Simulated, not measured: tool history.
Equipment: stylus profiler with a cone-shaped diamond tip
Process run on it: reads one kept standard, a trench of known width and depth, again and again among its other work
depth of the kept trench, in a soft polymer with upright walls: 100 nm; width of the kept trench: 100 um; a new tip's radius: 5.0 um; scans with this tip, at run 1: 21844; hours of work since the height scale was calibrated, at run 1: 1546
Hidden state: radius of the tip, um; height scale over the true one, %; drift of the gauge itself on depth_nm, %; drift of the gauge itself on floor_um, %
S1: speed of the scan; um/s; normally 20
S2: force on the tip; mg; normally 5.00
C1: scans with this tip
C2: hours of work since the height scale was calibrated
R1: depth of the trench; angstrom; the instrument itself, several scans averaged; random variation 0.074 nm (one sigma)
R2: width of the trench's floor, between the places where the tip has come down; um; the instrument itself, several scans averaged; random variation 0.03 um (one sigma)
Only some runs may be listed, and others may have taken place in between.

run	hour	S1	S2	C1	C2	R1	R2
1	0.0	20	5.00	21844	1546	1025.2	97.95
# hour 38.1: new tip fitted, height scale calibrated
2	41.0	20	5.00	26	2	1026.7	98.00
3	70.7	20	5.00	295	21	1025.8	98.00
4	98.6	20	5.00	548	39	1025.1	97.99
5	136.1	20	5.00	889	63	1026.8	98.02
6	162.3	20	5.00	1127	80	1027.8	97.93
7	197.5	20	5.00	1447	102	1026.0	97.94
8	225.8	23	5.00	1703	121	1025.8	97.99
9	251.6	23	5.00	1937	137	1025.5	97.91
10	289.7	23	5.00	2283	162	1025.2	97.96
11	321.8	20	1.79	2575	182	1013.0	97.91
12	361.2	20	1.79	2932	208	1012.5	97.97
13	379.6	16	1.79	3099	219	1011.8	97.94
14	419.7	16	1.79	3463	245	1013.1	97.91
15	449.9	44	5.00	3736	264	1026.2	97.93
16	478.2	44	5.00	3993	283	1026.7	97.94
17	509.7	20	10.23	4279	303	1040.7	97.99
18	531.3	20	5.00	4475	317	1026.5	97.96
19	567.5	69	5.00	4804	340	1025.2	97.85
20	603.6	20	2.26	5132	363	1015.0	97.99
21	620.7	20	2.26	5287	374	1015.0	97.93
22	648.6	20	6.85	5540	392	1032.9	97.96
23	671.5	20	6.85	5748	407	1033.0	98.01
24	699.4	20	6.85	6001	425	1031.0	97.94
25	718.7	20	6.85	6176	437	1030.9	98.00
26	735.1	24	7.52	6325	448	1034.3	97.95
27	774.3	6	3.30	6680	473	1018.6	98.00
28	813.9	8	2.08	7040	498	1014.0	97.94
29	840.1	18	4.42	7278	515	1024.2	98.01
30	877.1	34	2.86	7614	539	1017.1	97.90
31	897.7	34	2.86	7801	552	1018.1	97.88
32	936.4	77	2.70	8152	577	1018.1	97.76
33	952.9	6	5.61	8302	588	1027.1	98.03
34	990.8	6	5.61	8645	612	1026.8	98.01
35	1023.3	15	6.40	8940	633	1030.1	97.98
36	1040.1	15	6.40	9093	644	1030.5	97.93
37	1065.4	17	6.46	9322	660	1029.3	97.91
38	1096.1	53	2.85	9600	679	1017.9	97.91
39	1122.9	53	2.85	9845	697	1017.6	97.86
40	1140.7	53	2.85	10005	708	1017.6	97.83
41	1180.6	6	7.35	10368	734	1033.0	97.98
42	1219.9	70	3.27	10724	759	1020.3	97.75
43	1240.8	17	13.68	10914	772	1052.5	97.97
44	1278.0	45	7.90	11251	796	1034.8	97.88
45	1306.4	45	7.90	11510	815	1035.6	97.89
46	1339.4	11	1.84	11809	836	1014.3	97.97
47	1358.2	70	3.33	11979	848	1020.0	97.80
48	1397.2	9	3.76	12333	873	1019.9	97.98

For each entry between runs, how does the tool's hidden state at the last listed run before it compare with that at the first listed run after it?
Between runs 1 and 2: new tip fitted, height scale calibrated (hour 38.1)
  radius of the tip, um: 5.12 -> 5; height scale over the true one, %: 0.007 -> 0

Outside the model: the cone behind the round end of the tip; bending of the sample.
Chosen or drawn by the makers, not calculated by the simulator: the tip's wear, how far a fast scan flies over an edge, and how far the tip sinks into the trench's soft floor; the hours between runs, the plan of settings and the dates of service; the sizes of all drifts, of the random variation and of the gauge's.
